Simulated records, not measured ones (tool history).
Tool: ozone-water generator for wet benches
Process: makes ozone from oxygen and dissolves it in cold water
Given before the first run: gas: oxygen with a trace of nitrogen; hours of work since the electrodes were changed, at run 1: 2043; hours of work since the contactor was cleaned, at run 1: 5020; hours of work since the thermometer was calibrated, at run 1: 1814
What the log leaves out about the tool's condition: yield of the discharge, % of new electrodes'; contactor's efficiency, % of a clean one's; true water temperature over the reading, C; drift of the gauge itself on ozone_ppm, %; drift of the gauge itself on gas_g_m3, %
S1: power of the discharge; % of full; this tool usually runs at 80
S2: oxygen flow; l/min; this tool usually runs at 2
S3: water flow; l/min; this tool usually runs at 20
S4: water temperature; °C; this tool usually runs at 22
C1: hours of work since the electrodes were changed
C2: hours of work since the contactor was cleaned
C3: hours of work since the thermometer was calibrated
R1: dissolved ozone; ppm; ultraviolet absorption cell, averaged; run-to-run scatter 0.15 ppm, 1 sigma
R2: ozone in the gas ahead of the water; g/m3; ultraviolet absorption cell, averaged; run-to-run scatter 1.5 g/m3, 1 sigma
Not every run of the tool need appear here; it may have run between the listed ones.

{"run": 1, "hour": 0.0, "S1": 80, "S2": 2, "S3": 20, "S4": 22, "C1": 2043, "C2": 5020, "C3": 1814, "R1": 15.9, "R2": 268.1}
{"run": 2, "hour": 50.3, "S1": 80, "S2": 2, "S3": 20, "S4": 22, "C1": 2085, "C2": 5062, "C3": 1856, "R1": 15.8, "R2": 270.4}
{"run": 3, "hour": 78.4, "S1": 80, "S2": 2, "S3": 20, "S4": 22, "C1": 2108, "C2": 5085, "C3": 1879, "R1": 15.7, "R2": 269.1}
{"run": 4, "hour": 135.3, "S1": 80, "S2": 2, "S3": 20, "S4": 22, "C1": 2156, "C2": 5133, "C3": 1927, "R1": 15.7, "R2": 270.4}
{"run": 5, "hour": 185.9, "S1": 80, "S2": 2, "S3": 20, "S4": 22, "C1": 2198, "C2": 5175, "C3": 1969, "R1": 15.4, "R2": 271.1}
{"run": 6, "hour": 221.1, "S1": 80, "S2": 2, "S3": 20, "S4": 22, "C1": 2227, "C2": 5204, "C3": 1998, "R1": 15.5, "R2": 270.7}
{"hour": 260.8, "done": "contactor cleaned"}
{"run": 7, "hour": 286.9, "S1": 80, "S2": 2, "S3": 20, "S4": 22, "C1": 2279, "C2": 22, "C3": 2050, "R1": 16.7, "R2": 270}
{"run": 8, "hour": 326.6, "S1": 80, "S2": 2, "S3": 20, "S4": 22, "C1": 2312, "C2": 55, "C3": 2083, "R1": 16.6, "R2": 270}
{"run": 9, "hour": 386.0, "S1": 80, "S2": 2, "S3": 20, "S4": 22, "C1": 2362, "C2": 104, "C3": 2133, "R1": 16.6, "R2": 269.4}
{"run": 10, "hour": 423.0, "S1": 80, "S2": 2, "S3": 20, "S4": 22, "C1": 2392, "C2": 135, "C3": 2163, "R1": 16.3, "R2": 268}
{"run": 11, "hour": 469.5, "S1": 80, "S2": 2, "S3": 20, "S4": 22, "C1": 2431, "C2": 174, "C3": 2202, "R1": 16.8, "R2": 268.3}
{"run": 12, "hour": 525.9, "S1": 80, "S2": 2, "S3": 20, "S4": 22, "C1": 2478, "C2": 221, "C3": 2249, "R1": 16.5, "R2": 265.6}
{"run": 13, "hour": 566.3, "S1": 44, "S2": 2, "S3": 20, "S4": 19, "C1": 2512, "C2": 255, "C3": 2283, "R1": 12.9, "R2": 202.5}
{"run": 14, "hour": 602.5, "S1": 44, "S2": 2, "S3": 20, "S4": 19, "C1": 2542, "C2": 285, "C3": 2313, "R1": 12.7, "R2": 201.1}
{"run": 15, "hour": 649.5, "S1": 44, "S2": 2, "S3": 20, "S4": 19, "C1": 2581, "C2": 324, "C3": 2352, "R1": 12.7, "R2": 201.9}
{"run": 16, "hour": 698.4, "S1": 44, "S2": 2, "S3": 20, "S4": 19, "C1": 2622, "C2": 365, "C3": 2393, "R1": 12.9, "R2": 200.9}
{"run": 17, "hour": 754.5, "S1": 44, "S2": 2, "S3": 20, "S4": 19, "C1": 2669, "C2": 412, "C3": 2440, "R1": 12.7, "R2": 200.3}
{"run": 18, "hour": 817.8, "S1": 44, "S2": 2, "S3": 20, "S4": 19, "C1": 2722, "C2": 464, "C3": 2492, "R1": 12.9, "R2": 200.7}
{"run": 19, "hour": 873.0, "S1": 44, "S2": 2, "S3": 20, "S4": 19, "C1": 2768, "C2": 510, "C3": 2539, "R1": 12.7, "R2": 203.5}
{"run": 20, "hour": 936.5, "S1": 83, "S2": 2.15, "S3": 19, "S4": 17, "C1": 2821, "C2": 563, "C3": 2591, "R1": 18.6, "R2": 258.7}
{"run": 21, "hour": 966.2, "S1": 64, "S2": 1.42, "S3": 12, "S4": 28, "C1": 2845, "C2": 588, "C3": 2616, "R1": 20.6, "R2": 286}
{"run": 22, "hour": 1030.7, "S1": 80, "S2": 2, "S3": 20, "S4": 15, "C1": 2899, "C2": 642, "C3": 2670, "R1": 17.1, "R2": 260.3}
{"run": 23, "hour": 1077.1, "S1": 80, "S2": 2, "S3": 20, "S4": 15, "C1": 2938, "C2": 681, "C3": 2709, "R1": 17.2, "R2": 261.3}

Below are 4 alternative next runs, each starting from the tool's condition after run 23. Predict each:
{"run": "A", "hour": 1144.2, "S1": 45, "S2": 1.39, "S3": 26, "S4": 15, "C1": 2994, "C2": 737, "C3": 2765, "R1": "?", "R2": "?"}
{"run": "B", "hour": 1144.2, "S1": 80, "S2": 1.01, "S3": 13, "S4": 23, "C1": 2994, "C2": 737, "C3": 2765, "R1": "?", "R2": "?"}
{"run": "C", "hour": 1144.2, "S1": 80, "S2": 2.37, "S3": 25, "S4": 20, "C1": 2994, "C2": 737, "C3": 2765, "R1": "?", "R2": "?"}
{"run": "D", "hour": 1144.2, "S1": 46, "S2": 2, "S3": 20, "S4": 15, "C1": 2994, "C2": 737, "C3": 2765, "R1": "?", "R2": "?"}

run=A R1=8.8 R2=246.1
run=B R1=21.1 R2=376.4
run=C R1=13.7 R2=240.7
run=D R1=13.4 R2=203.2
Had the tool no hidden state, the same runs would have come out as:
run=A R1=9.6 R2=265.8
run=B R1=23.6 R2=417.6
run=C R1=15.5 R2=267.1
run=D R1=14.7 R2=219.7
